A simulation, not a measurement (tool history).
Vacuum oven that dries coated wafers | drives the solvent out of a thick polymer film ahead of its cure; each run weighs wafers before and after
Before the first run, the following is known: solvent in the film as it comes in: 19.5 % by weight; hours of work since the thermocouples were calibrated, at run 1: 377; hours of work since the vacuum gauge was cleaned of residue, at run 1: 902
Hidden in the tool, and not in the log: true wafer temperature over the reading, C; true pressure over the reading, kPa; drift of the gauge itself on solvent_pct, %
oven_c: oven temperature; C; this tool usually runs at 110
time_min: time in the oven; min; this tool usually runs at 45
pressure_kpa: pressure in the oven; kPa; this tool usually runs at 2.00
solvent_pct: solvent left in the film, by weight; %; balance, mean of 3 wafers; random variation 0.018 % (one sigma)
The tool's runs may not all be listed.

| run | hour | oven_c | time_min | pressure_kpa | hours of work since the thermocouples were calibrated | hours of work since the vacuum gauge was cleaned of residue | solvent_pct |
|---|---|---|---|---|---|---|---|
| 1 | 0.0 | 110 | 45 | 2.00 | 377 | 902 | 1.71 |
| 2 | 34.0 | 110 | 45 | 2.00 | 392 | 917 | 1.70 |
| 3 | 62.1 | 110 | 45 | 4.60 | 404 | 929 | 2.83 |
| 4 | 118.4 | 110 | 45 | 4.60 | 429 | 954 | 2.82 |
| 5 | 146.3 | 110 | 45 | 4.60 | 441 | 967 | 2.86 |
| 6 | 183.3 | 110 | 45 | 6.94 | 458 | 983 | 3.87 |
| 7 | 241.0 | 110 | 25 | 2.00 | 483 | 1008 | 3.91 |
| 8 | 300.2 | 110 | 45 | 5.77 | 509 | 1034 | 3.35 |
| 9 | 335.6 | 110 | 45 | 2.97 | 525 | 1050 | 2.15 |
| 10 | 364.8 | 110 | 45 | 2.97 | 538 | 1063 | 2.15 |
| 11 | 409.2 | 110 | 45 | 2.00 | 558 | 1083 | 1.75 |
| 12 | 457.3 | 110 | 45 | 2.00 | 579 | 1104 | 1.70 |
| 13 | 512.7 | 110 | 45 | 7.60 | 603 | 1128 | 4.15 |
| 14 | 543.4 | 110 | 61 | 7.60 | 617 | 1142 | 3.73 |
| 15 | 581.0 | 110 | 61 | 7.60 | 633 | 1159 | 3.72 |
| 16 | 639.6 | 110 | 61 | 7.60 | 659 | 1184 | 3.69 |
| 17 | 688.5 | 110 | 45 | 3.58 | 681 | 1206 | 2.42 |
| 18 | 731.1 | 124 | 48 | 4.01 | 700 | 1225 | 1.17 |
| 19 | 785.8 | 112 | 25 | 2.00 | 724 | 1249 | 3.34 |
| 20 | 824.1 | 101 | 24 | 2.56 | 741 | 1266 | 7.68 |
| 21 | 858.0 | 109 | 48 | 2.34 | 756 | 1281 | 1.98 |
| 22 | 894.7 | 109 | 48 | 2.34 | 772 | 1297 | 1.94 |
| 23 | 952.9 | 109 | 58 | 6.36 | 798 | 1323 | 3.44 |
| 24 | 1013.1 | 123 | 55 | 7.54 | 824 | 1349 | 2.24 |
| 25 | 1073.3 | 125 | 62 | 3.43 | 851 | 1376 | 0.99 |
| 26 | 1120.2 | 116 | 47 | 1.70 | 872 | 1397 | 0.87 |
| 27 | 1157.0 | 99 | 47 | 4.62 | 888 | 1413 | 6.19 |
| 28 | 1201.5 | 99 | 47 | 4.62 | 907 | 1433 | 6.22 |

Forecast each of these 5 alternatives for the next run:
| A | 1231.5 | 123 | 47 | 4.62 | 921 | 1446 | ? |
| B | 1231.5 | 99 | 40 | 2.95 | 921 | 1446 | ? |
| C | 1231.5 | 99 | 47 | 2.90 | 921 | 1446 | ? |
| D | 1231.5 | 99 | 24 | 3.34 | 921 | 1446 | ? |
| E | 1231.5 | 110 | 78 | 2.00 | 921 | 1446 | ? |

| run | solvent_pct |
|---|---|
| A | 1.41 |
| B | 6.09 |
| C | 5.30 |
| D | 8.90 |
| E | 1.05 |
Without the tool's unlogged condition, the same runs would have read:
| run | solvent_pct |
|---|---|
| A | 1.30 |
| B | 5.43 |
| C | 4.66 |
| D | 8.26 |
| E | 0.91 |
